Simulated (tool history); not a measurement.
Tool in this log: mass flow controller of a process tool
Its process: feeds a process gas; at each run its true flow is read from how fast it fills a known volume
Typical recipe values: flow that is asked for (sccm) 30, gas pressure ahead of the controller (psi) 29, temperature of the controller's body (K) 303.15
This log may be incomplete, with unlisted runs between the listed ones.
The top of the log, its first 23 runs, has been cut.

run,hour,flow that is asked for (sccm),gas pressure ahead of the controller (psi),temperature of the controller's body (K),true flow (%)
24,2565.7,30,26.3,303.15,98.99
25,2696.9,11,24.4,303.15,103.22
26,2772.7,32,32.6,306.15,98.74
27,2857.8,30,24.9,303.15,99.04
28,2994.7,30,29,300.15,99.41
29,3078.2,30,29,300.15,99.49
30,3216.6,30,29,300.15,99.62
31,3284.2,30,23.8,310.15,98.46
32,3373.4,30,23.8,310.15,98.4
33,3468.3,22,39.6,298.15,100.86
34,3562.4,96,39.6,309.15,98.37
35,3654.7,13,24.2,309.15,102.04
36,3721.2,36,21.3,297.15,99.6
37,3818.8,30,32.9,312.15,98.43
38,3930.7,30,32.9,312.15,98.37
39,4065.5,30,32.9,312.15,98.49
40,4194.7,58,29.2,304.15,98.47
41,4270.9,10,21.5,303.15,105.06
42,4348.4,27,31.5,310.15,98.91
43,4498.2,84,38.7,309.15,98.21
44,4647.9,84,38.7,309.15,98.1
45,4754,94,30.7,296.15,99.55
46,4907.2,94,30.7,296.15,99.45
# hour 4937.1: controller's zero set anew
47,4998.3,38,21.8,302.15,96.4
48,5079.8,38,21.8,302.15,96.42

Each row is a separate what-if for the run after 48, all from the same tool condition, not one after another. Results?
A,5182,10,23.6,297.15,?
B,5182,30,25.8,298.15,?
C,5182,12,36.5,303.15,?
D,5182,30,25.4,303.15,?

run,true flow (%)
A,96.83
B,96.83
C,96.41
D,96.35
Take away the tool's hidden state, keep each run's random variation, and the runs would have read:
run,true flow (%)
A,97.94
B,98.34
C,97.62
D,97.86
